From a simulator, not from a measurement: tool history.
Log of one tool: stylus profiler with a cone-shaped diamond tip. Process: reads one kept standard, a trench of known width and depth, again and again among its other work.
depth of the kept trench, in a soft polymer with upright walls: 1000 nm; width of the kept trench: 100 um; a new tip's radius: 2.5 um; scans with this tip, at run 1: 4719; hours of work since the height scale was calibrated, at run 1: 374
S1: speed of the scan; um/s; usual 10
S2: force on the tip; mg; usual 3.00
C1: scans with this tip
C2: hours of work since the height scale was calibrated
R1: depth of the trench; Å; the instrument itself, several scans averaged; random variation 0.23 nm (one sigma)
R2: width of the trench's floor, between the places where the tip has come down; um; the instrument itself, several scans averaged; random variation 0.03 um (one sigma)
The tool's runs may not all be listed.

{"run": 1, "hour": 0.0, "S1": 10, "S2": 3.0, "C1": 4719, "C2": 374, "R1": 10090.3, "R2": 95.51}
{"run": 2, "hour": 17.1, "S1": 10, "S2": 3.0, "C1": 4838, "C2": 383, "R1": 10095.1, "R2": 95.44}
{"run": 3, "hour": 33.9, "S1": 10, "S2": 3.0, "C1": 4956, "C2": 393, "R1": 10099.4, "R2": 95.53}
{"run": 4, "hour": 49.8, "S1": 10, "S2": 3.0, "C1": 5067, "C2": 401, "R1": 10094.9, "R2": 95.46}
{"run": 5, "hour": 59.9, "S1": 10, "S2": 5.43, "C1": 5138, "C2": 407, "R1": 10137.8, "R2": 95.42}
{"run": 6, "hour": 77.1, "S1": 10, "S2": 5.43, "C1": 5258, "C2": 416, "R1": 10136.1, "R2": 95.41}
{"run": 7, "hour": 93.6, "S1": 10, "S2": 5.43, "C1": 5372, "C2": 426, "R1": 10140.8, "R2": 95.44}
{"run": 8, "hour": 101.6, "S1": 10, "S2": 5.43, "C1": 5429, "C2": 430, "R1": 10138.6, "R2": 95.38}
{"run": 9, "hour": 110.4, "S1": 10, "S2": 3.0, "C1": 5490, "C2": 435, "R1": 10094.3, "R2": 95.36}
{"run": 10, "hour": 120.2, "S1": 10, "S2": 3.0, "C1": 5558, "C2": 440, "R1": 10098.1, "R2": 95.45}
{"run": 11, "hour": 130.6, "S1": 10, "S2": 3.0, "C1": 5631, "C2": 446, "R1": 10095.8, "R2": 95.36}
{"run": 12, "hour": 139.1, "S1": 10, "S2": 3.0, "C1": 5690, "C2": 451, "R1": 10098.1, "R2": 95.39}
{"run": 13, "hour": 150.3, "S1": 10, "S2": 3.0, "C1": 5769, "C2": 457, "R1": 10098.8, "R2": 95.41}
{"run": 14, "hour": 162.0, "S1": 10, "S2": 5.32, "C1": 5850, "C2": 463, "R1": 10137.9, "R2": 95.44}
{"run": 15, "hour": 171.3, "S1": 10, "S2": 5.32, "C1": 5915, "C2": 469, "R1": 10136.4, "R2": 95.4}
{"run": 16, "hour": 185.0, "S1": 10, "S2": 5.32, "C1": 6011, "C2": 476, "R1": 10138.5, "R2": 95.37}
{"run": 17, "hour": 201.0, "S1": 10, "S2": 5.32, "C1": 6122, "C2": 485, "R1": 10142.0, "R2": 95.38}
{"run": 18, "hour": 215.9, "S1": 5, "S2": 3.0, "C1": 6226, "C2": 493, "R1": 10099.5, "R2": 95.37}
{"run": 19, "hour": 223.7, "S1": 5, "S2": 3.0, "C1": 6280, "C2": 497, "R1": 10097.5, "R2": 95.34}
{"run": 20, "hour": 232.9, "S1": 5, "S2": 3.0, "C1": 6345, "C2": 503, "R1": 10101.6, "R2": 95.33}
{"run": 21, "hour": 249.5, "S1": 5, "S2": 3.0, "C1": 6461, "C2": 512, "R1": 10096.5, "R2": 95.34}

The next listed run, before its measurement:
{"run": 22, "hour": 261.3, "S1": 7, "S2": 1.6, "C1": 6543, "C2": 518, "R1": "?", "R2": "?"}

Run 22 gave R1 10071.9 Å, R2 95.34 um.
Without the tool's hidden state the same run would have given R1 10058.0 Å, R2 96.00 um.
